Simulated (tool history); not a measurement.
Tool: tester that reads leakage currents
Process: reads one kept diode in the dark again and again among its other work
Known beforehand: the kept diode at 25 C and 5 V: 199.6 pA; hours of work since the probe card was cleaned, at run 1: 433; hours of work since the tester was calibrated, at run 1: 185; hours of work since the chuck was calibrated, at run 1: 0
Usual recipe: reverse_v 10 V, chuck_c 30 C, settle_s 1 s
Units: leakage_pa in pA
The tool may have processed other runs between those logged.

run,day,reverse_v,chuck_c,settle_s,hours of work since the probe card was cleaned,hours of work since the tester was calibrated,hours of work since the chuck was calibrated,leakage_pa
1,0,10,30,1,433,185,0,466.82
2,1.188,10,30,1,444,197,12,464.51
3,3.817,14.5,30,1,470,223,37,574.72
4,5.679,14.5,30,1,488,241,56,576.23
5,7.175,14.5,30,1,503,256,70,579.7
6,8.967,12.7,30,1,521,273,88,541.57
7,11.504,12.7,30,1,546,298,113,551.22
8,13.054,10,30,1,561,313,128,481.55
9,14.854,10,30,1,579,331,146,485.39
10,17.271,16.2,30,1,602,355,170,631.73
11,19.779,16.2,30,1,627,379,194,638.29
12,22.158,10,30,1,650,403,218,494.15
13,23.608,10,30,2.12,665,417,232,493.02
14,25.579,10,30,2.12,684,436,251,499
15,27.279,10,30,2.12,701,453,268,500.11
16,29.233,10,30,2.12,720,472,287,501.63
17,31.712,7,30,1,744,497,312,417.63
18,32.871,7,30,1,756,508,323,420.88
19,34.729,7,30,1,774,526,341,421.4
20,37.358,7,30,1,800,552,367,423.66
21,38.475,13,22,1.6,811,563,378,280.64
22,40.075,2.4,34,1.6,826,579,394,344.91
23,41.892,2.4,34,1.61,844,597,412,346.75
24,44.521,2.4,34,1.61,870,622,437,347.07
25,46.4,2.4,34,1.61,888,641,456,351.09
26,47.733,1.4,23,5.39,902,654,469,94.4
27,49.233,1.8,47,5.39,916,669,484,935
28,50.842,10,59,1,932,685,499,6132.82
29,53.258,1.5,55,0.7,956,708,523,1641.62
30,54.771,11.6,55,0.79,971,723,538,4898.1
31,56.742,3.6,48,2.41,990,742,557,1500.87
32,58.517,3.6,48,2.41,1008,760,575,1507.14
33,60.367,3.6,48,2.41,1026,778,593,1509.74
34,62.2,1.5,47,2.34,1044,796,611,875.82
35,63.404,6,42,2.34,1056,808,623,1198.82
36,65.208,1.8,24,7.51,1073,826,641,124.56
37,67.283,1.4,55,4.15,1094,846,661,1626.01
38,69.592,1.4,55,4.15,1116,869,684,1643.8
39,72,1.4,55,4.15,1140,892,707,1655.35

Each run again, without the hidden state but with its own random variation kept:
What the log doesn't record here: stray current of the dirty probe card, pA a volt; current scale over the true one, %; true chuck temperature over the reading, C; drift of the gauge itself on leakage_pa, %.
run,leakage_pa
1,469.69
2,465.72
3,571.25
4,570.21
5,571.42
6,531.46
7,537.19
8,467.86
9,469.27
10,605.61
11,607.81
12,468.48
13,465.56
14,468.84
15,467.91
16,466.87
17,386.73
18,388.6
19,387.19
20,386.68
21,249.93
22,314.79
23,315.05
24,313.21
25,315.48
26,83.46
27,844.6
28,5563.31
29,1479.14
30,4393.17
31,1333.17
32,1333.72
33,1330.7
34,768.84
35,1042.62
36,105.26
37,1422.3
38,1431.02
39,1433.78

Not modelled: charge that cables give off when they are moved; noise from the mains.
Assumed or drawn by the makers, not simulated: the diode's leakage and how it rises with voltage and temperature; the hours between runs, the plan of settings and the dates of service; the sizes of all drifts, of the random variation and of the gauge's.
